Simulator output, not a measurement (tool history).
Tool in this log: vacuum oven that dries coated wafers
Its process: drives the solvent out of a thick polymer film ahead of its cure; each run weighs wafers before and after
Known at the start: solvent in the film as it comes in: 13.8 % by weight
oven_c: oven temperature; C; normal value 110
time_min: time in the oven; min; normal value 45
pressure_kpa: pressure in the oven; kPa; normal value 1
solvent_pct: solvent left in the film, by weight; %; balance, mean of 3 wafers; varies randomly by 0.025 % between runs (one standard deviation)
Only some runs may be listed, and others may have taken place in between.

run    hour  oven_c  time_min  pressure_kpa  solvent_pct
  1       0     110        45             1         1.91
  2    74.1     102        45             1         3.07
  3   107.4     102        45             1          3.1
  4   138.6     102        45             1         3.16
  5   196.9     110        45             1         1.92
  6     250     110        45             1         1.95
  7   323.4     110        45             1            2
  8   367.5     110        45          3.38         2.69
  9   428.5     110        45          3.38         2.65
 10   484.6     110        45          3.38          2.6
 11     529     119        45             1         1.05
 12     583     119        45             1         1.06
      587.8  -- vacuum gauge cleaned of residue and calibrated
 13   637.6     119        45             1         1.04
 14   678.5     119        45             1          1.1
 15   720.1     119        45             1         1.06
      735.1  -- vacuum gauge cleaned of residue and calibrated, once more
 16   767.7     119        45             1         1.01
 17   797.6     119        47             1         0.88
 18   842.6     119        30             1         2.14
 19   887.9     110        45             1         1.94
 20   920.2     110        26             1         3.99
 21   978.6     110        26             1         3.98
 22  1039.6      96        48          0.59         3.78
 23  1081.7      96        43          0.59         4.18
 24  1120.4      96        52          0.55         3.48
 25  1163.2     110        49          1.75         1.94
 26  1204.9     110        49          1.75         1.96
 27  1241.7     110        49          1.75         1.97
 28  1305.3     120        37          1.75         1.57
 29  1373.9     120        24          0.98         2.79
 30  1427.3     103        78          2.09         1.74
 31  1492.6     114        38          2.09         2.36
 32  1538.4      98        48          1.28         3.74
 33    1586      98        48          1.28         3.78
 34  1631.5      98        48          1.28         3.78
 35  1678.3      98        48          3.98         4.73
 36  1738.8     116        39           0.8         1.75
 37  1793.7     116        39           0.8         1.69
 38  1863.6     107        39          1.81         3.26
 39  1928.3     119        45          2.66         1.41

Consider 5 possible next runs. They are alternatives, not a sequence: every one starts from the tool as it was left by run 39. What does each give?
     1960.9  -- oven's thermocouples calibrated
  A  2002.7     110        44             1            ?
     1960.9  -- oven's thermocouples calibrated
  B  2002.7     120        45          3.38            ?
     1960.9  -- oven's thermocouples calibrated
  C  2002.7     103        24          0.81            ?
     1960.9  -- oven's thermocouples calibrated
  D  2002.7     106        53          0.68            ?
     1960.9  -- oven's thermocouples calibrated
  E  2002.7     110        61             1            ?

run  solvent_pct
  A         2.02
  B         1.41
  C         5.37
  D         1.89
  E         1.19
With no hidden state in the tool, these same runs would have given:
run  solvent_pct
  A         1.91
  B         1.33
  C         5.25
  D         1.77
  E         1.09
